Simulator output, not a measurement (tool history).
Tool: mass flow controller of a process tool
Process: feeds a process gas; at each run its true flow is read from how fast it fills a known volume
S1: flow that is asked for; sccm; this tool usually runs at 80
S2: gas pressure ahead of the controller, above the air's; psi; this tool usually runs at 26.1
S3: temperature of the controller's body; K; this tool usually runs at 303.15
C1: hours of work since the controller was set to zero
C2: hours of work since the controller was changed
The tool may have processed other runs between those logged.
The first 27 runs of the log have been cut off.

-- day=90.783 controller's zero set anew
run 28 day=92.192 | S1=80 S2=26.1 S3=307.15 | C1=26 C2=4525 | true_flow_(%)=98.94
run 29 day=96.517 | S1=58 S2=26.1 S3=303.15 | C1=107 C2=4606 | true_flow_(%)=98.26
run 30 day=99.112 | S1=76 S2=23.5 S3=296.15 | C1=155 C2=4655 | true_flow_(%)=98.58
run 31 day=102.008 | S1=17 S2=22.5 S3=303.15 | C1=210 C2=4709 | true_flow_(%)=97.33
run 32 day=106.388 | S1=13 S2=22.5 S3=303.15 | C1=291 C2=4791 | true_flow_(%)=97.37
run 33 day=110.421 | S1=25 S2=29.4 S3=302.15 | C1=367 C2=4866 | true_flow_(%)=97.14
run 34 day=114.196 | S1=80 S2=26.1 S3=305.15 | C1=437 C2=4936 | true_flow_(%)=99.09
run 35 day=118.083 | S1=23 S2=25.5 S3=305.15 | C1=510 C2=5009 | true_flow_(%)=97.47
run 36 day=122.367 | S1=23 S2=25.5 S3=305.15 | C1=590 C2=5089 | true_flow_(%)=97.55
run 37 day=126.817 | S1=19 S2=25.5 S3=303.15 | C1=673 C2=5172 | true_flow_(%)=97.45
run 38 day=129.388 | S1=11 S2=26.5 S3=294.15 | C1=721 C2=5220 | true_flow_(%)=97.10
run 39 day=132.904 | S1=11 S2=26.5 S3=294.15 | C1=786 C2=5286 | true_flow_(%)=97.24
run 40 day=136.042 | S1=11 S2=26.5 S3=294.15 | C1=845 C2=5344 | true_flow_(%)=97.23
run 41 day=138.429 | S1=11 S2=26.5 S3=294.15 | C1=889 C2=5389 | true_flow_(%)=97.25
run 42 day=142.392 | S1=11 S2=21.5 S3=302.15 | C1=963 C2=5463 | true_flow_(%)=98.25
run 43 day=145.383 | S1=15 S2=26.1 S3=309.15 | C1=1019 C2=5519 | true_flow_(%)=98.07
run 44 day=148.158 | S1=15 S2=26.1 S3=309.15 | C1=1071 C2=5570 | true_flow_(%)=98.12
run 45 day=150.433 | S1=64 S2=37.0 S3=308.15 | C1=1114 C2=5613 | true_flow_(%)=98.19
run 46 day=153.812 | S1=30 S2=29.4 S3=308.15 | C1=1177 C2=5676 | true_flow_(%)=97.80
run 47 day=156.804 | S1=30 S2=24.4 S3=306.15 | C1=1233 C2=5732 | true_flow_(%)=97.98
run 48 day=161.042 | S1=26 S2=30.2 S3=311.15 | C1=1312 C2=5811 | true_flow_(%)=98.03

Below are 4 alternative next runs, each starting from the tool's condition after run 48. Predict each:
run A day=165.708 | S1=70 S2=29.7 S3=311.15 | C1=1399 C2=5898 | true_flow_(%)=?
run B day=165.708 | S1=16 S2=30.2 S3=311.15 | C1=1399 C2=5898 | true_flow_(%)=?
run C day=165.708 | S1=26 S2=27.6 S3=311.15 | C1=1399 C2=5898 | true_flow_(%)=?
run D day=165.708 | S1=80 S2=26.1 S3=294.15 | C1=1399 C2=5898 | true_flow_(%)=?

run=A true_flow_(%)=98.88
run=B true_flow_(%)=98.23
run=C true_flow_(%)=98.23
run=D true_flow_(%)=98.45
Had the tool no hidden state, the same runs would have come out as:
run=A true_flow_(%)=99.60
run=B true_flow_(%)=97.87
run=C true_flow_(%)=98.41
run=D true_flow_(%)=99.21

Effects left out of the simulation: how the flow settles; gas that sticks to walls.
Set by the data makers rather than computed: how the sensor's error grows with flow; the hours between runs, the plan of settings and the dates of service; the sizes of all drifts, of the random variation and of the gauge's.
